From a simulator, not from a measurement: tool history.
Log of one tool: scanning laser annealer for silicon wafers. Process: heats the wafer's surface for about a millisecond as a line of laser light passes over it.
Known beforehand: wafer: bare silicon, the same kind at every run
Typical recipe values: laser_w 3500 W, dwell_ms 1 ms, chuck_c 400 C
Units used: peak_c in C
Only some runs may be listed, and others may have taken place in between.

run,hour,laser_w,dwell_ms,chuck_c,peak_c
1,0,3500,1,400,1181
2,16.6,3500,1,400,1180
3,33.7,3500,1,400,1177
4,49,3500,1,400,1178
5,69.8,3500,1,400,1177
6,91.3,3500,1,400,1178
7,100.7,3500,1,400,1179
8,111.7,3500,1,400,1174
9,123.7,3826,1,400,1250
10,139.8,3500,1,400,1174
11,161.9,3500,1,400,1176
12,182.8,3500,1,400,1176
13,196.1,3500,1,400,1174
14,213.7,3500,1,400,1173
15,228.8,3500,1,400,1173
16,244.9,3500,1,400,1175
17,262.4,3500,1,421,1194
18,277.3,3500,1,421,1193
# hour 281.3: laser's power meter calibrated
19,291.9,3500,1,421,1192
20,306.8,3500,1,421,1194
21,319.9,3288,1,406,1129
22,341.5,3430,1,400,1153
23,364.5,3430,1,400,1155
24,381.2,3430,1,400,1155
# hour 392.6: laser's power meter calibrated, once more
25,396.3,3668,1.1,402,1250
26,410.5,3500,1,390,1161
27,428.4,3675,0.94,399,1185
28,442.6,3584,1.08,397,1219
29,463.3,3500,1,421,1193
30,473.1,3500,1,421,1190
31,491.9,3506,0.85,369,1080
32,509.7,3506,0.85,369,1079
33,530.5,3421,1.17,435,1246
34,546.3,3760,1,404,1232
35,559.8,3717,0.98,420,1230
36,571.8,3717,0.98,420,1232
37,587.7,3268,1.14,420,1184
38,605.3,3775,0.81,400,1149

Forecast run 39:
39,621.9,3783,0.83,408,?

{"run 39": {"peak_c": 1167}}
Take away the tool's hidden state, keep the run-to-run variation as it was, and the same run would have given peak_c 1190 C.
